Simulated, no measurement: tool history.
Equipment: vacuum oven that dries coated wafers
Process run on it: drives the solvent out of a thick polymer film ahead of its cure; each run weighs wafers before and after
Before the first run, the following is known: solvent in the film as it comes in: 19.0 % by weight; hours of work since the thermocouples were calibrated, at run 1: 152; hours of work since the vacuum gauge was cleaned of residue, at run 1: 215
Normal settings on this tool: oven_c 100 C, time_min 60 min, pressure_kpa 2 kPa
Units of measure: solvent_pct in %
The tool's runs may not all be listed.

run     day  oven_c  time_min  pressure_kpa  hours of work since the thermocouples were calibrated  hours of work since the vacuum gauge was cleaned of residue  solvent_pct
  1       0     100        60             2                                                    152                                                          215          3.4
  2   0.529     100       105             2                                                    157                                                          221         1.48
  3   1.162     100        60             2                                                    163                                                          227         3.49
  4   1.892     100        60             2                                                    171                                                          234         3.31
  5   2.812     100        60             2                                                    180                                                          243         3.41
  6   3.879     100        60             2                                                    191                                                          254         3.43
  7   4.812      99        60             2                                                    200                                                          263         3.75
  8   5.812      99        60             2                                                    210                                                          273         3.69
  9   6.308      99        60             2                                                    215                                                          278         3.71
 10   7.038      99        60             2                                                    222                                                          286         3.85
 11    7.75      95        60             2                                                    229                                                          293         5.42
 12   8.779     115        60             2                                                    239                                                          303         0.53
 13   9.871     100        60           3.1                                                    250                                                          314         3.73
         10  -- oven's thermocouples calibrated
 14  10.596     100        60             2                                                      6                                                          320         3.33
 15  11.492     100        64             2                                                     15                                                          329         3.08
 16  11.958     100        60             2                                                     20                                                          334         3.44
 17   12.65     100        60             2                                                     26                                                          341         3.38
 18  13.525     100        60             2                                                     35                                                          349         3.43
 19  14.083     100        60             2                                                     41                                                          355         3.34
     15.046  -- oven's thermocouples calibrated, once more
 20  15.162     100        60             2                                                      1                                                          365          3.3
 21  15.633     100        60             2                                                      6                                                          370         3.26
 22  16.558     100        60             2                                                     15                                                          379         3.31
 23  17.171     100        60             2                                                     21                                                          385          3.3
 24  17.862     100        60             2                                                     28                                                          392         3.24
 25  18.883     101        49             2                                                     38                                                          402         3.95
 26  19.825     101        49             2                                                     48                                                          411         3.91
 27  20.829     110        60             2                                                     58                                                          421         0.93
 28  21.471     110        60             2                                                     64                                                          428         0.95
 29  22.525     106       102          1.39                                                     74                                                          438         0.56
 30  23.521     105        36          4.41                                                     84                                                          448         4.52
 31  24.317     105        36          4.41                                                     92                                                          456         4.51
 32  24.883     104        38          4.92                                                     98                                                          462          4.7
 33  25.529     108        60          2.35                                                    104                                                          468         1.24
 34  26.146     108        77          1.42                                                    111                                                          474         0.65
 35   26.75     100        52          1.42                                                    117                                                          480          3.8
 36  27.475     100        52          1.42                                                    124                                                          488          3.8
 37  28.267     100        74          3.87                                                    132                                                          495         3.11
 38  28.796     100        74          3.87                                                    137                                                          501         2.99
 39  29.458     100        48          7.74                                                    144                                                          507         6.02
 40  30.483      90        73          2.05                                                    154                                                          518         6.22
 41   31.15      90        73          2.05                                                    160                                                          524         6.26
 42  31.996      90        73          2.05                                                    169                                                          533         6.36
 43  32.488      91        60          3.03                                                    174                                                          538          7.2
 44  33.058      91        68          3.03                                                    179                                                          543         6.42
 45  34.154      87        93          5.51                                                    190                                                          554         7.69
 46  34.962     103        44          4.17                                                    198                                                          562         4.18
 47  35.662     110        60           7.1                                                    205                                                          569         2.16
 48  36.267     110        60           7.1                                                    211                                                          575          2.1

Here are 3 independent what-if runs from the current tool condition. What would each one return?
  A  36.717     100        33          1.57                                                    216                                                          580            ?
  B  36.717     110        57          1.55                                                    216                                                          580            ?
  C  36.717     110        36           7.1                                                    216                                                          580            ?

run  solvent_pct
  A         6.23
  B         0.95
  C         3.42
With no hidden state in the tool, these same runs would have given:
run  solvent_pct
  A         6.41
  B         0.97
  C         3.54

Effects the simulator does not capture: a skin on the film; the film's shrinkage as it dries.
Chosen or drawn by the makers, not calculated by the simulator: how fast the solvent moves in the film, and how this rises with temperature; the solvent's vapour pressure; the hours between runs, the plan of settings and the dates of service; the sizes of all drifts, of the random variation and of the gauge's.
